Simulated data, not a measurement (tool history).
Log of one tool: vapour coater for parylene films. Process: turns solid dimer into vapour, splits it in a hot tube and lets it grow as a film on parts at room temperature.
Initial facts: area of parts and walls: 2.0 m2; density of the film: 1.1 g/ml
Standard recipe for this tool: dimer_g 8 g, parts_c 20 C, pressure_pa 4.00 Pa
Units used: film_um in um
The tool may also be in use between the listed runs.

run 1 day=0.000 | dimer_g=8 parts_c=20 pressure_pa=4.00 | film_um=1.85
run 2 day=0.942 | dimer_g=8 parts_c=20 pressure_pa=4.00 | film_um=1.81
run 3 day=1.525 | dimer_g=8 parts_c=20 pressure_pa=4.00 | film_um=1.83
run 4 day=2.383 | dimer_g=8 parts_c=16 pressure_pa=4.00 | film_um=2.04
run 5 day=3.004 | dimer_g=8 parts_c=12 pressure_pa=4.00 | film_um=2.41
run 6 day=3.542 | dimer_g=8 parts_c=20 pressure_pa=11.00 | film_um=1.51
run 7 day=4.067 | dimer_g=8 parts_c=20 pressure_pa=3.21 | film_um=1.85
run 8 day=4.808 | dimer_g=8 parts_c=20 pressure_pa=3.21 | film_um=1.82
run 9 day=5.633 | dimer_g=8 parts_c=20 pressure_pa=3.21 | film_um=1.78
run 10 day=6.258 | dimer_g=8 parts_c=20 pressure_pa=3.21 | film_um=1.78
run 11 day=7.267 | dimer_g=8 parts_c=20 pressure_pa=3.21 | film_um=1.74
-- day=8.150 trap's valve overhauled
run 12 day=8.467 | dimer_g=8 parts_c=23 pressure_pa=8.14 | film_um=1.22
run 13 day=9.304 | dimer_g=7 parts_c=27 pressure_pa=4.69 | film_um=1.02
run 14 day=10.254 | dimer_g=7 parts_c=27 pressure_pa=4.69 | film_um=0.99
run 15 day=10.788 | dimer_g=3 parts_c=27 pressure_pa=4.69 | film_um=0.44
run 16 day=11.883 | dimer_g=11 parts_c=20 pressure_pa=4.00 | film_um=2.03
-- day=12.408 trap's valve overhauled, once more
run 17 day=12.988 | dimer_g=10 parts_c=18 pressure_pa=10.31 | film_um=2.17
run 18 day=14.142 | dimer_g=10 parts_c=15 pressure_pa=10.31 | film_um=2.36
run 19 day=15.300 | dimer_g=8 parts_c=20 pressure_pa=4.79 | film_um=1.83
run 20 day=15.896 | dimer_g=12 parts_c=20 pressure_pa=4.00 | film_um=2.75
run 21 day=16.642 | dimer_g=12 parts_c=20 pressure_pa=4.00 | film_um=2.79
run 22 day=17.608 | dimer_g=12 parts_c=20 pressure_pa=4.00 | film_um=2.71

Here are 5 independent what-if runs from the current tool condition. What would each one return?
run A day=18.129 | dimer_g=11 parts_c=20 pressure_pa=5.63 | film_um=?
run B day=18.129 | dimer_g=10 parts_c=25 pressure_pa=2.39 | film_um=?
run C day=18.129 | dimer_g=4 parts_c=20 pressure_pa=4.00 | film_um=?
run D day=18.129 | dimer_g=4 parts_c=13 pressure_pa=3.63 | film_um=?
run E day=18.129 | dimer_g=8 parts_c=22 pressure_pa=5.21 | film_um=?

run=A film_um=2.35
run=B film_um=2.04
run=C film_um=0.93
run=D film_um=1.15
run=E film_um=1.58
Without the tool's hidden state the same runs would have given:
run=A film_um=2.55
run=B film_um=2.22
run=C film_um=1.01
run=D film_um=1.25
run=E film_um=1.71
